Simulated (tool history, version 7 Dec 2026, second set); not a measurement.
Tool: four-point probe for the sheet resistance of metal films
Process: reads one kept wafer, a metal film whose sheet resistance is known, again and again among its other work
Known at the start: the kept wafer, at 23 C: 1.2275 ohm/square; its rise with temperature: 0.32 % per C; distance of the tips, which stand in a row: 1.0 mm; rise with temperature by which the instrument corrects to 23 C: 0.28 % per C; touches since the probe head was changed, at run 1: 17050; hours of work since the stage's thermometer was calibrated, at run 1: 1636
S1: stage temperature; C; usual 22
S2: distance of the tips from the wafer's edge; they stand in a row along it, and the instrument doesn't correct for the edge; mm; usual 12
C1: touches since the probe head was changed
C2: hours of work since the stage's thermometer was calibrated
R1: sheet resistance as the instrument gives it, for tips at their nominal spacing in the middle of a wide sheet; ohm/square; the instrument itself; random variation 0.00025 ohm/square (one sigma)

run 1 hour=0 | S1=22 S2=12 | C1=17050 C2=1636 | R1=1.230479
run 2 hour=64 | S1=22 S2=12 | C1=18029 C2=1673 | R1=1.230293
run 3 hour=141.6 | S1=32 S2=12 | C1=19218 C2=1717 | R1=1.234636
run 4 hour=204.7 | S1=32 S2=12 | C1=20184 C2=1753 | R1=1.234481
run 5 hour=278.8 | S1=22 S2=12 | C1=21319 C2=1795 | R1=1.229641
run 6 hour=385.9 | S1=22 S2=66 | C1=22958 C2=1857 | R1=1.225524
run 7 hour=435 | S1=22 S2=66 | C1=23709 C2=1885 | R1=1.22497
run 8 hour=485.7 | S1=22 S2=66 | C1=24486 C2=1914 | R1=1.224492
run 9 hour=575.5 | S1=22 S2=66 | C1=25860 C2=1965 | R1=1.224993
run 10 hour=654.1 | S1=22 S2=66 | C1=27064 C2=2010 | R1=1.22451
-- hour=721.8 stage's thermometer calibrated
run 11 hour=754 | S1=22 S2=66 | C1=28586 C2=18 | R1=1.227292
run 12 hour=874 | S1=22 S2=66 | C1=30423 C2=87 | R1=1.226905
run 13 hour=989.2 | S1=22 S2=66 | C1=32187 C2=153 | R1=1.226113
run 14 hour=1074.1 | S1=22 S2=66 | C1=33487 C2=201 | R1=1.226127
run 15 hour=1190.4 | S1=22 S2=66 | C1=35266 C2=268 | R1=1.22622
run 16 hour=1290.9 | S1=22 S2=66 | C1=36806 C2=325 | R1=1.225586
run 17 hour=1354.9 | S1=19 S2=66 | C1=37785 C2=362 | R1=1.224472
run 18 hour=1452.2 | S1=19 S2=66 | C1=39275 C2=418 | R1=1.224285
run 19 hour=1523.7 | S1=19 S2=66 | C1=40370 C2=458 | R1=1.224343
run 20 hour=1606.7 | S1=19 S2=66 | C1=41641 C2=506 | R1=1.223943
run 21 hour=1670.6 | S1=30 S2=66 | C1=42618 C2=542 | R1=1.228527
run 22 hour=1759.6 | S1=21 S2=69 | C1=43981 C2=593 | R1=1.224135
run 23 hour=1811.3 | S1=25 S2=15 | C1=44772 C2=623 | R1=1.228639
run 24 hour=1907.8 | S1=23 S2=24 | C1=46250 C2=678 | R1=1.226041
run 25 hour=1999.3 | S1=30 S2=37 | C1=47651 C2=730 | R1=1.227959
run 26 hour=2072.8 | S1=32 S2=34 | C1=48776 C2=772 | R1=1.228597
run 27 hour=2152.8 | S1=32 S2=34 | C1=50001 C2=818 | R1=1.228903
run 28 hour=2257.6 | S1=28 S2=35 | C1=51605 C2=878 | R1=1.226979
run 29 hour=2330.3 | S1=23 S2=30 | C1=52719 C2=920 | R1=1.224757
run 30 hour=2424.9 | S1=19 S2=3 | C1=54167 C2=974 | R1=1.290705
run 31 hour=2540.5 | S1=28 S2=12 | C1=55937 C2=1040 | R1=1.229715
run 32 hour=2597 | S1=32 S2=3 | C1=56801 C2=1072 | R1=1.295667
run 33 hour=2645.3 | S1=19 S2=24 | C1=57541 C2=1100 | R1=1.222725
run 34 hour=2721.4 | S1=32 S2=47 | C1=58707 C2=1143 | R1=1.227083
run 35 hour=2788.3 | S1=32 S2=47 | C1=59730 C2=1182 | R1=1.22717
run 36 hour=2890.3 | S1=27 S2=9 | C1=61292 C2=1240 | R1=1.232242
run 37 hour=2942.7 | S1=21 S2=38 | C1=62094 C2=1270 | R1=1.221972
run 38 hour=3039.7 | S1=34 S2=24 | C1=63579 C2=1325 | R1=1.228442
run 39 hour=3096.1 | S1=19 S2=12 | C1=64443 C2=1358 | R1=1.224814
run 40 hour=3156.2 | S1=19 S2=12 | C1=65362 C2=1392 | R1=1.224551
run 41 hour=3258.7 | S1=19 S2=12 | C1=66933 C2=1451 | R1=1.224426

5 ways to go on from here, each from the tool as it stands after run 41. What would each give?
run A hour=3337.4 | S1=29 S2=5 | C1=68136 C2=1495 | R1=?
run B hour=3337.4 | S1=34 S2=60 | C1=68136 C2=1495 | R1=?
run C hour=3337.4 | S1=21 S2=38 | C1=68136 C2=1495 | R1=?
run D hour=3337.4 | S1=19 S2=3 | C1=68136 C2=1495 | R1=?
run E hour=3337.4 | S1=22 S2=35 | C1=68136 C2=1495 | R1=?

run=A R1=1.25019
run=B R1=1.22597
run=C R1=1.220775
run=D R1=1.288484
run=E R1=1.221817
Without the tool's hidden state the same runs would have given:
run=A R1=1.256208
run=B R1=1.231852
run=C R1=1.226704
run=D R1=1.294734
run=E R1=1.227745

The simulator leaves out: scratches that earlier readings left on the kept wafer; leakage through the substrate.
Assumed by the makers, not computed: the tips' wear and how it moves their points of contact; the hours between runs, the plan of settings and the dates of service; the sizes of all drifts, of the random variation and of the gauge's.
